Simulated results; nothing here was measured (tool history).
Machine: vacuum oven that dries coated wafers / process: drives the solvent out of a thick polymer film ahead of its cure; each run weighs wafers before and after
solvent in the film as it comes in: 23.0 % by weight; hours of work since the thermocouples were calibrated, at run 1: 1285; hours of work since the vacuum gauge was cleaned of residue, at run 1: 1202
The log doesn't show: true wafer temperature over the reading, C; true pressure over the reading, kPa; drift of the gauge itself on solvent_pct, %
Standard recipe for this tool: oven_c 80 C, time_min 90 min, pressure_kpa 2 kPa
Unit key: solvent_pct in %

run     day  oven_c  time_min  pressure_kpa  hours of work since the thermocouples were calibrated  hours of work since the vacuum gauge was cleaned of residue  solvent_pct
  1       0      80        90             2                                                   1285                                                         1202         6.09
  2   1.108      80        90             2                                                   1305                                                         1221         6.03
  3   2.271      80        90             2                                                   1326                                                         1242         6.21
  4   3.683      80        90             2                                                   1351                                                         1267         6.17
  5   4.471      80        90             2                                                   1365                                                         1281         6.12
  6   5.233      80        90             2                                                   1378                                                         1294         6.14
  7   7.025      80        90           1.8                                                   1410                                                         1326         6.02
      7.662  -- oven's thermocouples calibrated
  8   8.662      80        90           1.8                                                     18                                                         1354         6.61
  9   9.421      80        90             2                                                     31                                                         1367         6.68
 10  11.175      80        90             2                                                     62                                                         1398         6.72
 11  12.938      90        90          3.39                                                     93                                                         1429         3.56
 12  14.371      73        90             1                                                    119                                                         1455         8.93
      15.35  -- vacuum gauge cleaned of residue and calibrated
 13  16.004      73        90             1                                                    147                                                           12         8.81
     17.779  -- oven's thermocouples calibrated, once more
 14  17.875      73        90             1                                                      2                                                           43         7.57
 15  19.617      80       135             2                                                     33                                                           74         3.03
 16  21.412      69        91          1.72                                                     64                                                          106         9.51
 17   23.05      69        91          1.72                                                     93                                                          135          9.6
 18  24.625      69        91          1.72                                                    121                                                          163         9.71
 19  25.779      69        91          1.72                                                    142                                                          183         9.61

Forecast each of these 5 alternatives for the next run:
  A  26.629      81        62           1.8                                                    157                                                          198            ?
  B  26.629      69        54          1.73                                                    157                                                          198            ?
  C  26.629      81       121          1.06                                                    157                                                          198            ?
  D  26.629      90       153             2                                                    157                                                          198            ?
  E  26.629      80        47          3.81                                                    157                                                          198            ?

run  solvent_pct
  A         7.24
  B        12.74
  C         2.92
  D          0.9
  E        10.05
Without the tool's unlogged condition, the same runs would have read:
run  solvent_pct
  A         7.08
  B        12.59
  C          2.8
  D         0.85
  E          9.9
